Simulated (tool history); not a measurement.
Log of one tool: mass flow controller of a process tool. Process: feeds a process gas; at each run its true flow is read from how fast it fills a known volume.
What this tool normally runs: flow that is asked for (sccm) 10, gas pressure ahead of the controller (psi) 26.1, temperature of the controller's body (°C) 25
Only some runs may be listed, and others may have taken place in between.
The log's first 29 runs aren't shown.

run	hour	flow that is asked for (sccm)	gas pressure ahead of the controller (psi)	temperature of the controller's body (°C)	true flow (%)
30	2944.1	3	31.0	21	97.11
31	3076.9	5	31.0	21	98.09
32	3230.6	5	31.0	21	98.05
# hour 3242.0: controller's zero set anew
33	3350.2	16	31.0	24	99.48
34	3495.8	16	21.6	24	99.23
# hour 3532.5: controller's zero set anew, once more
35	3589.9	16	21.6	24	99.63
36	3742.3	16	21.6	24	99.69
37	3871.7	16	21.6	24	99.49
38	3985.8	17	24.8	26	99.70
39	4086.2	3	24.8	38	97.12

Run 40 has not been measured yet. What should we expect?
40	4185.0	4	22.2	38	?

{"run 40": {"true flow (%)": 97.3}}
The same run, on a tool lacking any hidden state, would have yielded true flow (%) 97.30.
